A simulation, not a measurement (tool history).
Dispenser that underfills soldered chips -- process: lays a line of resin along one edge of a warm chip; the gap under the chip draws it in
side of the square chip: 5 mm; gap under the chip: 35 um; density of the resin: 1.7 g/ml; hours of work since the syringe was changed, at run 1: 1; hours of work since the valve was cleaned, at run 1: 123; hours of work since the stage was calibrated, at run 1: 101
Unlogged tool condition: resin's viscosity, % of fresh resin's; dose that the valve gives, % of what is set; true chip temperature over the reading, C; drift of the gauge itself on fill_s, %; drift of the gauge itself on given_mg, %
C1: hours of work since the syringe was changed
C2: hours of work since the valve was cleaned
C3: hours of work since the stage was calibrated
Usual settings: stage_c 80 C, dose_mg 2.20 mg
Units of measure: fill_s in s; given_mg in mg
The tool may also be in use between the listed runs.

{"run": 1, "hour": 0.0, "stage_c": 80, "dose_mg": 2.2, "C1": 1, "C2": 123, "C3": 101, "fill_s": 9.8, "given_mg": 2.108}
{"hour": 6.7, "done": "new syringe of resin"}
{"hour": 7.7, "done": "dispensing valve cleaned and set on the balance"}
{"run": 2, "hour": 7.7, "stage_c": 80, "dose_mg": 2.2, "C1": 0, "C2": 0, "C3": 106, "fill_s": 9.5, "given_mg": 2.204}
{"run": 3, "hour": 11.9, "stage_c": 80, "dose_mg": 2.2, "C1": 3, "C2": 3, "C3": 109, "fill_s": 13.1, "given_mg": 2.208}
{"hour": 15.2, "done": "new syringe of resin"}
{"run": 4, "hour": 16.2, "stage_c": 80, "dose_mg": 2.2, "C1": 1, "C2": 6, "C3": 112, "fill_s": 9.6, "given_mg": 2.195}
{"run": 5, "hour": 19.6, "stage_c": 80, "dose_mg": 2.2, "C1": 3, "C2": 9, "C3": 115, "fill_s": 12.4, "given_mg": 2.204}
{"hour": 22.9, "done": "new syringe of resin"}
{"run": 6, "hour": 26.1, "stage_c": 80, "dose_mg": 2.2, "C1": 3, "C2": 14, "C3": 120, "fill_s": 11.6, "given_mg": 2.192}
{"run": 7, "hour": 29.5, "stage_c": 80, "dose_mg": 2.2, "C1": 5, "C2": 17, "C3": 122, "fill_s": 14.2, "given_mg": 2.189}
{"hour": 30.2, "done": "new syringe of resin"}
{"run": 8, "hour": 35.0, "stage_c": 80, "dose_mg": 2.2, "C1": 4, "C2": 21, "C3": 126, "fill_s": 12.7, "given_mg": 2.186}
{"hour": 38.1, "done": "new syringe of resin"}
{"run": 9, "hour": 40.3, "stage_c": 80, "dose_mg": 2.2, "C1": 2, "C2": 25, "C3": 130, "fill_s": 11.2, "given_mg": 2.179}
{"hour": 45.6, "done": "new syringe of resin"}
{"run": 10, "hour": 46.2, "stage_c": 80, "dose_mg": 2.54, "C1": 0, "C2": 29, "C3": 134, "fill_s": 9.4, "given_mg": 2.525}
{"run": 11, "hour": 52.4, "stage_c": 80, "dose_mg": 2.54, "C1": 5, "C2": 34, "C3": 139, "fill_s": 14.4, "given_mg": 2.514}
{"hour": 53.2, "done": "new syringe of resin"}
{"run": 12, "hour": 58.3, "stage_c": 68, "dose_mg": 2.26, "C1": 4, "C2": 38, "C3": 144, "fill_s": 20.7, "given_mg": 2.24}
{"hour": 60.6, "done": "new syringe of resin"}
{"run": 13, "hour": 61.4, "stage_c": 71, "dose_mg": 2.64, "C1": 1, "C2": 40, "C3": 146, "fill_s": 14.0, "given_mg": 2.609}
{"run": 14, "hour": 65.6, "stage_c": 89, "dose_mg": 2.2, "C1": 4, "C2": 44, "C3": 149, "fill_s": 9.7, "given_mg": 2.172}
{"hour": 68.2, "done": "new syringe of resin"}
{"run": 15, "hour": 68.9, "stage_c": 92, "dose_mg": 2.48, "C1": 1, "C2": 46, "C3": 151, "fill_s": 5.7, "given_mg": 2.443}
{"run": 16, "hour": 73.6, "stage_c": 92, "dose_mg": 2.48, "C1": 4, "C2": 50, "C3": 155, "fill_s": 8.3, "given_mg": 2.43}
{"hour": 75.7, "done": "new syringe of resin"}
{"run": 17, "hour": 80.0, "stage_c": 74, "dose_mg": 2.48, "C1": 3, "C2": 54, "C3": 160, "fill_s": 15.4, "given_mg": 2.439}
{"hour": 83.2, "done": "new syringe of resin"}
{"run": 18, "hour": 85.2, "stage_c": 75, "dose_mg": 2.2, "C1": 2, "C2": 58, "C3": 164, "fill_s": 12.3, "given_mg": 2.152}
{"hour": 90.7, "done": "new syringe of resin"}
{"run": 19, "hour": 90.7, "stage_c": 92, "dose_mg": 2.56, "C1": 0, "C2": 62, "C3": 168, "fill_s": 6.0, "given_mg": 2.502}
{"run": 20, "hour": 97.2, "stage_c": 92, "dose_mg": 2.3, "C1": 5, "C2": 67, "C3": 173, "fill_s": 9.3, "given_mg": 2.251}
{"hour": 98.0, "done": "new syringe of resin"}
{"run": 21, "hour": 100.7, "stage_c": 92, "dose_mg": 2.3, "C1": 2, "C2": 70, "C3": 175, "fill_s": 7.0, "given_mg": 2.246}
{"hour": 105.7, "done": "new syringe of resin"}
{"run": 22, "hour": 106.4, "stage_c": 85, "dose_mg": 2.03, "C1": 1, "C2": 74, "C3": 180, "fill_s": 8.2, "given_mg": 1.975}

Alternative continuations, all from the tool just after run 22; predict every row:
{"run": "A", "hour": 112.2, "stage_c": 70, "dose_mg": 2.2, "C1": 5, "C2": 79, "C3": 184, "fill_s": "?", "given_mg": "?"}
{"run": "B", "hour": 112.2, "stage_c": 72, "dose_mg": 2.45, "C1": 5, "C2": 79, "C3": 184, "fill_s": "?", "given_mg": "?"}
{"run": "C", "hour": 112.2, "stage_c": 80, "dose_mg": 2.21, "C1": 5, "C2": 79, "C3": 184, "fill_s": "?", "given_mg": "?"}
{"run": "D", "hour": 112.2, "stage_c": 71, "dose_mg": 2.18, "C1": 5, "C2": 79, "C3": 184, "fill_s": "?", "given_mg": "?"}

run=A fill_s=20.5 given_mg=2.142
run=B fill_s=19.1 given_mg=2.391
run=C fill_s=14.0 given_mg=2.160
run=D fill_s=20.6 given_mg=2.121
With no hidden state in the tool, these same runs would have given:
run=A fill_s=13.4 given_mg=2.202
run=B fill_s=12.8 given_mg=2.458
run=C fill_s=9.2 given_mg=2.220
run=D fill_s=13.8 given_mg=2.180

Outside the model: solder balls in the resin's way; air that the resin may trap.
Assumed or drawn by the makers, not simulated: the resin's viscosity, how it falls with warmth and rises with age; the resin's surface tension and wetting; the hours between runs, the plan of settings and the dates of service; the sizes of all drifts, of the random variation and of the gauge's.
